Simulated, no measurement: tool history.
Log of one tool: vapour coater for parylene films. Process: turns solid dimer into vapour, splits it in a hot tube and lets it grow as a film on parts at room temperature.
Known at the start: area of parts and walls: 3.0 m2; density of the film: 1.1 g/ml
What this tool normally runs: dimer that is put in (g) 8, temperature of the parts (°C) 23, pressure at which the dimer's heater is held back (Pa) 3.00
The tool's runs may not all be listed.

run     day  dimer that is put in (g)  temperature of the parts (°C)  pressure at which the dimer's heater is held back (Pa)  thickness of the film (nm)
  1   0.000                         8                             23                                                    3.00                        1630
  2   1.738                         8                             23                                                    3.28                        1590
  3   3.083                         8                             23                                                    3.28                        1550
  4   4.225                         8                             23                                                    3.28                        1550
  5   5.471                         8                             23                                                    3.28                        1570
  6   7.121                         8                             23                                                    3.28                        1540
  7   8.121                         8                             23                                                    3.52                        1530
      8.667  -- trap's valve overhauled
  8  10.188                         8                             23                                                    3.52                        1730
  9  11.821                         8                             23                                                    3.52                        1710
 10  13.638                         8                             23                                                    3.52                        1670
 11  15.200                         8                             23                                                    3.52                        1680
 12  16.050                         8                             23                                                    3.52                        1670
 13  17.008                         8                             23                                                    3.52                        1670
 14  18.925                         8                             23                                                    3.52                        1640
 15  20.029                         8                             23                                                    3.52                        1650
     20.250  -- table's thermometer calibrated
 16  21.833                         8                             23                                                    3.33                        1660
 17  23.171                         8                             23                                                    3.33                        1610
 18  24.838                         8                             23                                                    3.33                        1610
     25.333  -- table's thermometer calibrated, once more
 19  26.767                         8                             23                                                    4.39                        1530
 20  28.471                         4                             23                                                    3.00                         770
     30.258  -- trap's valve overhauled
 21  30.646                         8                             25                                                    3.00                        1610
 22  32.425                         8                             23                                                    3.00                        1690
 23  34.033                         8                             23                                                    3.00                        1690
 24  35.488                         8                             23                                                    3.00                        1670
 25  36.762                         8                             23                                                    3.00                        1650
 26  38.783                         3                             23                                                    2.22                         630
 27  39.938                         3                             23                                                    2.22                         620
 28  40.792                         8                             23                                                    6.72                        1550
 29  42.092                         8                             23                                                    6.72                        1510
 30  43.675                         8                             23                                                    7.23                        1520
 31  45.079                         8                             16                                                    6.95                        1980
 32  46.088                         8                             16                                                    6.95                        1980
 33  47.075                         8                             16                                                    6.95                        1960
 34  49.083                         8                             30                                                    3.63                        1150
 35  50.562                         8                             30                                                    3.63                        1140
 36  51.500                         8                             30                                                    4.13                        1160
     51.762  -- trap's valve overhauled
 37  52.604                         8                             30                                                    4.13                        1280
 38  53.604                         8                             30                                                    4.13                        1250
 39  54.992                         4                             30                                                    4.13                         650
 40  56.767                        10                             15                                                    8.71                        2700
 41  57.912                        10                             15                                                    6.54                        2750
 42  58.929                         5                             28                                                    6.21                         820
 43  60.504                        12                             28                                                    4.35                        1990
 44  61.642                         7                             21                                                    2.83                        1580
 45  62.862                         8                             18                                                    3.00                        2020
 46  64.504                         8                             23                                                    7.10                        1550
 47  66.054                         8                             25                                                    3.38                        1480

Some steps in thickness of the film (nm), run to run, broken into two amounts with sign: the step expected even without the hidden condition (settings, incoming material, random variation), and the rest, left for the hidden condition together with whatever gauge scatter is not in both the measured and the hidden-condition-free result:
Hidden conditions of the tool in this case: vapour lost through the trap's worn valve, %; true temperature of the parts over the reading, C; drift of the gauge itself on film_um, %.
Run 7 -> 8: trap's valve overhauled. thickness of the film (nm) +200: hidden state +190, all else +10.
Run 19 -> 20: dimer that is put in (g) 8 -> 4, pressure at which the dimer's heater is held back (Pa) 4.39 -> 3.00. thickness of the film (nm) -760: hidden state +80, all else -840.
Run 36 -> 37: trap's valve overhauled. thickness of the film (nm) +120: hidden state +150, all else -30.
Run 39 -> 40: dimer that is put in (g) 4 -> 10, temperature of the parts (°C) 30 -> 15, pressure at which the dimer's heater is held back (Pa) 4.13 -> 8.71. thickness of the film (nm) +2050: hidden state -60, all else +2110.
Run 41 -> 42: dimer that is put in (g) 10 -> 5, temperature of the parts (°C) 15 -> 28, pressure at which the dimer's heater is held back (Pa) 6.54 -> 6.21. thickness of the film (nm) -1930: hidden state +50, all else -1980.
Run 42 -> 43: dimer that is put in (g) 5 -> 12, pressure at which the dimer's heater is held back (Pa) 6.21 -> 4.35. thickness of the film (nm) +1170: hidden state -60, all else +1230.
